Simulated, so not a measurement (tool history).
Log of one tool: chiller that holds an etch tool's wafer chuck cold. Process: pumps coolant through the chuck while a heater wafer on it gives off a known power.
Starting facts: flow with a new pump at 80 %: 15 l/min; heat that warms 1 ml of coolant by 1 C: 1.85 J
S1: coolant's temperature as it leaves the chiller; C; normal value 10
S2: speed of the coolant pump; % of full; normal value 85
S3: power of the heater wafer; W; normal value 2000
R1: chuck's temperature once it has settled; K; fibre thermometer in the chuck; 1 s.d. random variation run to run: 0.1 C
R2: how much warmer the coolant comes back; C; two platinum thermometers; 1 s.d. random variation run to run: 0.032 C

run	hour	S1	S2	S3	R1	R2
1	0	10	85	2000	304.25	4.19
2	34.8	10	85	2000	303.95	4.19
3	91.1	10	85	2000	304.25	4.21
4	167.9	10	89	2000	303.95	4.03
5	220.5	10	85	2000	304.35	4.16
6	260.9	10	85	2000	304.25	4.19
7	298.9	10	85	2000	304.45	4.15
8	334.9	10	85	2000	304.45	4.22
9	376.4	10	63	2000	308.75	5.64
10	434.7	10	82	2701	312.75	5.91
# hour 446.9: coolant pump overhauled
11	488.7	12	86	2811	315.45	5.94
12	555.9	12	73	2645	316.65	6.56
13	616	12	73	2645	316.75	6.64
14	674.1	12	73	2645	316.75	6.6
15	749	12	73	2645	317.15	6.68
16	812.9	12	73	2645	317.35	6.61

Below are 3 alternative next runs, each starting from the tool's condition after run 16. Predict each:
# hour 846.7: chiller's thermometer calibrated
A	873.6	8	73	2620	?	?
# hour 846.7: chiller's thermometer calibrated
B	873.6	12	73	2847	?	?
# hour 846.7: chiller's thermometer calibrated
C	873.6	9	78	2293	?	?

run	R1	R2
A	313.15	6.61
B	320.05	7.18
C	309.25	5.4
Take away the tool's hidden state, keep each run's random variation, and the runs would have read:
run	R1	R2
A	308.35	6.25
B	314.85	6.78
C	305.15	5.1
